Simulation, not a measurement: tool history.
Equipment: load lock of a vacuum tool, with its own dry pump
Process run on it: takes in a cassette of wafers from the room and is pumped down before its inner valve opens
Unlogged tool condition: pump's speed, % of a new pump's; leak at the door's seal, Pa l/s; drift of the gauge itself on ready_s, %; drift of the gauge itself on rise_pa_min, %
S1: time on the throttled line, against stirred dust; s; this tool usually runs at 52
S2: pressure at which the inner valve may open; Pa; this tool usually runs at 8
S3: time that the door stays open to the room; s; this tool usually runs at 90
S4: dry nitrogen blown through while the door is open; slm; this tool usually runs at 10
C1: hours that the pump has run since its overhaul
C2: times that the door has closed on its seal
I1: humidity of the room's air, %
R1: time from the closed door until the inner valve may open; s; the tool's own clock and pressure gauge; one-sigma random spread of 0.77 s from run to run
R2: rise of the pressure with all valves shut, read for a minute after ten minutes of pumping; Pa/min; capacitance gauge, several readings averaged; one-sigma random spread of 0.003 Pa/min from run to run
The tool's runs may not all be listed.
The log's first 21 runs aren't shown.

{"run": 22, "hour": 7519.5, "S1": 26, "S2": 8, "S3": 90, "S4": 10, "C1": 7396, "C2": 40228, "I1": 46.8, "R1": 105.3, "R2": 0.353}
{"run": 23, "hour": 7927.0, "S1": 83, "S2": 8, "S3": 90, "S4": 10, "C1": 7803, "C2": 42006, "I1": 45.8, "R1": 150.0, "R2": 0.378}
{"run": 24, "hour": 8296.5, "S1": 27, "S2": 6, "S3": 90, "S4": 10, "C1": 8173, "C2": 43619, "I1": 43.7, "R1": 108.5, "R2": 0.399}
{"run": 25, "hour": 8670.6, "S1": 27, "S2": 6, "S3": 90, "S4": 10, "C1": 8547, "C2": 45251, "I1": 44.3, "R1": 110.6, "R2": 0.413}
{"run": 26, "hour": 9014.9, "S1": 27, "S2": 6, "S3": 90, "S4": 10, "C1": 8891, "C2": 46753, "I1": 42.7, "R1": 111.5, "R2": 0.429}
{"run": 27, "hour": 9255.8, "S1": 52, "S2": 11, "S3": 98, "S4": 31, "C1": 9132, "C2": 47804, "I1": 44.7, "R1": 123.2, "R2": 0.423}
{"run": 28, "hour": 9678.0, "S1": 52, "S2": 11, "S3": 98, "S4": 31, "C1": 9554, "C2": 49647, "I1": 46.9, "R1": 124.2, "R2": 0.445}
{"run": 29, "hour": 9985.9, "S1": 54, "S2": 13, "S3": 33, "S4": 31, "C1": 9862, "C2": 50991, "I1": 44.1, "R1": 125.1, "R2": 0.442}
{"hour": 10078.7, "done": "dry pump taken out, an overhauled one fitted"}
{"run": 30, "hour": 10269.5, "S1": 32, "S2": 13, "S3": 71, "S4": 31, "C1": 191, "C2": 52202, "I1": 47.5, "R1": 99.3, "R2": 0.476}
{"run": 31, "hour": 10752.1, "S1": 52, "S2": 8, "S3": 204, "S4": 10, "C1": 673, "C2": 54308, "I1": 47.6, "R1": 120.6, "R2": 0.569}
{"run": 32, "hour": 10966.7, "S1": 64, "S2": 8, "S3": 105, "S4": 11, "C1": 888, "C2": 55244, "I1": 46.8, "R1": 128.8, "R2": 0.555}
{"run": 33, "hour": 11335.9, "S1": 82, "S2": 8, "S3": 53, "S4": 14, "C1": 1257, "C2": 56855, "I1": 44.4, "R1": 144.8, "R2": 0.54}
{"run": 34, "hour": 11644.4, "S1": 42, "S2": 8, "S3": 90, "S4": 10, "C1": 1566, "C2": 58201, "I1": 46.0, "R1": 111.9, "R2": 0.589}
{"run": 35, "hour": 11855.4, "S1": 52, "S2": 8, "S3": 64, "S4": 10, "C1": 1777, "C2": 59122, "I1": 45.6, "R1": 120.6, "R2": 0.596}

Predict the results of run 36:
{"run": 36, "hour": 12099.8, "S1": 51, "S2": 12, "S3": 64, "S4": 10, "C1": 2021, "C2": 60188, "I1": 42.2, "R1": "?", "R2": "?"}

R1: 117.0 s
R2: 0.607 Pa/min
Were there no unlogged condition in the tool, this run, its random variation unchanged, would have produced R1 115.1 s, R2 0.040 Pa/min.
